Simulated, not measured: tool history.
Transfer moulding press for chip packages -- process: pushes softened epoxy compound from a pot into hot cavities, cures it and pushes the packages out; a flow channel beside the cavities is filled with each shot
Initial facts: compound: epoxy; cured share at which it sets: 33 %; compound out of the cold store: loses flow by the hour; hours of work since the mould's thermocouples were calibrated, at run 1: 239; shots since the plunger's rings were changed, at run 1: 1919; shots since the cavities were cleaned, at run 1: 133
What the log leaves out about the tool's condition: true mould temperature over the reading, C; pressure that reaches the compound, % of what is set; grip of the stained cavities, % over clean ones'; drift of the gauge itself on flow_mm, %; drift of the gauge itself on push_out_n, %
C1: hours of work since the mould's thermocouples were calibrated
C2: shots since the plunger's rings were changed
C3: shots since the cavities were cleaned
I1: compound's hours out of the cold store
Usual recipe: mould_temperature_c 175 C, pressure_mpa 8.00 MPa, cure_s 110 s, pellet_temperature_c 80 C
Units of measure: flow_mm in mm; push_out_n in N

run 1 hour=0.0 | mould_temperature_c=175 pressure_mpa=8.00 cure_s=110 pellet_temperature_c=80 | C1=239 C2=1919 C3=133 | I1=12.6 | flow_mm=963 push_out_n=288
run 2 hour=9.3 | mould_temperature_c=175 pressure_mpa=8.00 cure_s=110 pellet_temperature_c=80 | C1=246 C2=2027 C3=241 | I1=21.4 | flow_mm=927 push_out_n=325
run 3 hour=15.9 | mould_temperature_c=175 pressure_mpa=8.00 cure_s=110 pellet_temperature_c=80 | C1=251 C2=2102 C3=316 | I1=46.5 | flow_mm=806 push_out_n=330
run 4 hour=24.9 | mould_temperature_c=175 pressure_mpa=8.00 cure_s=127 pellet_temperature_c=80 | C1=257 C2=2206 C3=420 | I1=12.0 | flow_mm=977 push_out_n=335
run 5 hour=32.9 | mould_temperature_c=175 pressure_mpa=8.00 cure_s=127 pellet_temperature_c=80 | C1=263 C2=2298 C3=512 | I1=35.5 | flow_mm=850 push_out_n=348
run 6 hour=43.0 | mould_temperature_c=181 pressure_mpa=8.00 cure_s=127 pellet_temperature_c=80 | C1=271 C2=2415 C3=629 | I1=36.3 | flow_mm=839 push_out_n=363
-- hour=54.2 cavities cleaned with cleaning compound and waxed
run 7 hour=54.5 | mould_temperature_c=175 pressure_mpa=8.00 cure_s=110 pellet_temperature_c=80 | C1=278 C2=2530 C3=3 | I1=36.7 | flow_mm=845 push_out_n=242
run 8 hour=59.7 | mould_temperature_c=175 pressure_mpa=8.00 cure_s=110 pellet_temperature_c=80 | C1=282 C2=2590 C3=63 | I1=41.6 | flow_mm=809 push_out_n=252
run 9 hour=65.1 | mould_temperature_c=175 pressure_mpa=8.00 cure_s=110 pellet_temperature_c=77 | C1=286 C2=2654 C3=127 | I1=45.1 | flow_mm=805 push_out_n=284
run 10 hour=74.1 | mould_temperature_c=175 pressure_mpa=6.51 cure_s=110 pellet_temperature_c=80 | C1=292 C2=2757 C3=230 | I1=26.0 | flow_mm=808 push_out_n=324
run 11 hour=84.1 | mould_temperature_c=175 pressure_mpa=6.51 cure_s=110 pellet_temperature_c=80 | C1=299 C2=2873 C3=346 | I1=34.5 | flow_mm=765 push_out_n=338
run 12 hour=89.8 | mould_temperature_c=175 pressure_mpa=6.51 cure_s=110 pellet_temperature_c=80 | C1=304 C2=2938 C3=411 | I1=44.3 | flow_mm=720 push_out_n=372
run 13 hour=94.3 | mould_temperature_c=175 pressure_mpa=6.51 cure_s=110 pellet_temperature_c=80 | C1=307 C2=2990 C3=463 | I1=35.7 | flow_mm=758 push_out_n=375
run 14 hour=102.0 | mould_temperature_c=175 pressure_mpa=8.00 cure_s=110 pellet_temperature_c=83 | C1=313 C2=3079 C3=552 | I1=30.1 | flow_mm=864 push_out_n=391
run 15 hour=111.2 | mould_temperature_c=175 pressure_mpa=6.91 cure_s=110 pellet_temperature_c=84 | C1=319 C2=3185 C3=658 | I1=10.4 | flow_mm=903 push_out_n=427
-- hour=119.7 cavities cleaned with cleaning compound and waxed
run 16 hour=123.3 | mould_temperature_c=175 pressure_mpa=6.91 cure_s=110 pellet_temperature_c=84 | C1=327 C2=3309 C3=43 | I1=39.9 | flow_mm=756 push_out_n=272
run 17 hour=128.0 | mould_temperature_c=176 pressure_mpa=8.00 cure_s=110 pellet_temperature_c=80 | C1=330 C2=3362 C3=96 | I1=38.0 | flow_mm=822 push_out_n=260
run 18 hour=135.2 | mould_temperature_c=169 pressure_mpa=7.92 cure_s=133 pellet_temperature_c=78 | C1=336 C2=3445 C3=179 | I1=31.1 | flow_mm=878 push_out_n=312
run 19 hour=142.0 | mould_temperature_c=175 pressure_mpa=8.00 cure_s=105 pellet_temperature_c=70 | C1=341 C2=3524 C3=258 | I1=33.8 | flow_mm=841 push_out_n=341
run 20 hour=150.6 | mould_temperature_c=175 pressure_mpa=8.00 cure_s=111 pellet_temperature_c=75 | C1=347 C2=3624 C3=358 | I1=46.3 | flow_mm=776 push_out_n=335
run 21 hour=157.1 | mould_temperature_c=175 pressure_mpa=9.82 cure_s=110 pellet_temperature_c=90 | C1=352 C2=3698 C3=432 | I1=39.6 | flow_mm=885 push_out_n=377
run 22 hour=165.5 | mould_temperature_c=175 pressure_mpa=9.82 cure_s=110 pellet_temperature_c=90 | C1=358 C2=3795 C3=529 | I1=21.4 | flow_mm=999 push_out_n=395
run 23 hour=173.5 | mould_temperature_c=175 pressure_mpa=9.82 cure_s=116 pellet_temperature_c=90 | C1=364 C2=3887 C3=621 | I1=18.5 | flow_mm=1017 push_out_n=391
-- hour=185.2 cavities cleaned with cleaning compound and waxed
run 24 hour=185.2 | mould_temperature_c=175 pressure_mpa=9.73 cure_s=110 pellet_temperature_c=71 | C1=371 C2=4006 C3=0 | I1=12.6 | flow_mm=1051 push_out_n=252
-- hour=193.4 plunger's sealing rings changed
run 25 hour=197.0 | mould_temperature_c=175 pressure_mpa=9.88 cure_s=148 pellet_temperature_c=71 | C1=378 C2=42 C3=107 | I1=25.6 | flow_mm=1042 push_out_n=251
run 26 hour=202.1 | mould_temperature_c=175 pressure_mpa=7.22 cure_s=148 pellet_temperature_c=84 | C1=382 C2=101 C3=166 | I1=39.9 | flow_mm=811 push_out_n=267
run 27 hour=208.7 | mould_temperature_c=175 pressure_mpa=7.22 cure_s=148 pellet_temperature_c=84 | C1=387 C2=177 C3=242 | I1=46.2 | flow_mm=785 push_out_n=287

Alternative continuations, all from the tool just after run 27; predict every row:
run A hour=216.1 | mould_temperature_c=175 pressure_mpa=8.00 cure_s=138 pellet_temperature_c=73 | C1=392 C2=262 C3=327 | I1=47.6 | flow_mm=? push_out_n=?
run B hour=216.1 | mould_temperature_c=175 pressure_mpa=8.00 cure_s=110 pellet_temperature_c=77 | C1=392 C2=262 C3=327 | I1=27.0 | flow_mm=? push_out_n=?
run C hour=216.1 | mould_temperature_c=175 pressure_mpa=8.00 cure_s=126 pellet_temperature_c=76 | C1=392 C2=262 C3=327 | I1=11.8 | flow_mm=? push_out_n=?

run=A flow_mm=814 push_out_n=316
run=B flow_mm=925 push_out_n=332
run=C flow_mm=1013 push_out_n=345
Take away the tool's hidden state, keep each run's random variation, and the runs would have read:
run=A flow_mm=817 push_out_n=220
run=B flow_mm=929 push_out_n=226
run=C flow_mm=1017 push_out_n=241
